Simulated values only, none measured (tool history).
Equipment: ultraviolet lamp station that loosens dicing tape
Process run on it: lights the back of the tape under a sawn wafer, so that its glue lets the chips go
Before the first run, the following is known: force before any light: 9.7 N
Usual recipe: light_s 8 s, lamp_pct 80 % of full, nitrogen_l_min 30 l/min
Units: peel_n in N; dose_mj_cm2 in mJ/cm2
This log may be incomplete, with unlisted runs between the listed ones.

run 1 hour=0 | light_s=8 lamp_pct=80 nitrogen_l_min=30 | peel_n=0.935 dose_mj_cm2=359
-- hour=5.9 window cleaned of glue's vapour
run 2 hour=25.7 | light_s=8 lamp_pct=80 nitrogen_l_min=39 | peel_n=0.861 dose_mj_cm2=343
run 3 hour=46.3 | light_s=8 lamp_pct=80 nitrogen_l_min=30 | peel_n=1.012 dose_mj_cm2=348
run 4 hour=61.9 | light_s=8 lamp_pct=80 nitrogen_l_min=30 | peel_n=1.05 dose_mj_cm2=341
run 5 hour=89.9 | light_s=8 lamp_pct=80 nitrogen_l_min=30 | peel_n=1.068 dose_mj_cm2=338
run 6 hour=118.4 | light_s=8 lamp_pct=69 nitrogen_l_min=30 | peel_n=1.43 dose_mj_cm2=290
run 7 hour=137.5 | light_s=8 lamp_pct=80 nitrogen_l_min=30 | peel_n=1.103 dose_mj_cm2=325
-- hour=140.2 window cleaned of glue's vapour, once more
run 8 hour=167.5 | light_s=8 lamp_pct=70 nitrogen_l_min=18 | peel_n=1.646 dose_mj_cm2=327
run 9 hour=186.1 | light_s=8 lamp_pct=70 nitrogen_l_min=18 | peel_n=1.67 dose_mj_cm2=323
run 10 hour=199.1 | light_s=14 lamp_pct=92 nitrogen_l_min=15 | peel_n=0.413 dose_mj_cm2=741
run 11 hour=217.7 | light_s=9 lamp_pct=93 nitrogen_l_min=19 | peel_n=0.795 dose_mj_cm2=477

What if the next run were any one of these 3? Each begins from the tool's condition after run 11:
run A hour=232.2 | light_s=8 lamp_pct=78 nitrogen_l_min=30 | peel_n=? dose_mj_cm2=?
run B hour=232.2 | light_s=5 lamp_pct=83 nitrogen_l_min=9 | peel_n=? dose_mj_cm2=?
run C hour=232.2 | light_s=8 lamp_pct=80 nitrogen_l_min=30 | peel_n=? dose_mj_cm2=?

run=A peel_n=0.97 dose_mj_cm2=356
run=B peel_n=3.689 dose_mj_cm2=234
run=C peel_n=0.934 dose_mj_cm2=362
Take away the tool's hidden state, keep each run's random variation, and the runs would have read:
run=A peel_n=0.684 dose_mj_cm2=424
run=B peel_n=3.07 dose_mj_cm2=280
run=C peel_n=0.659 dose_mj_cm2=433
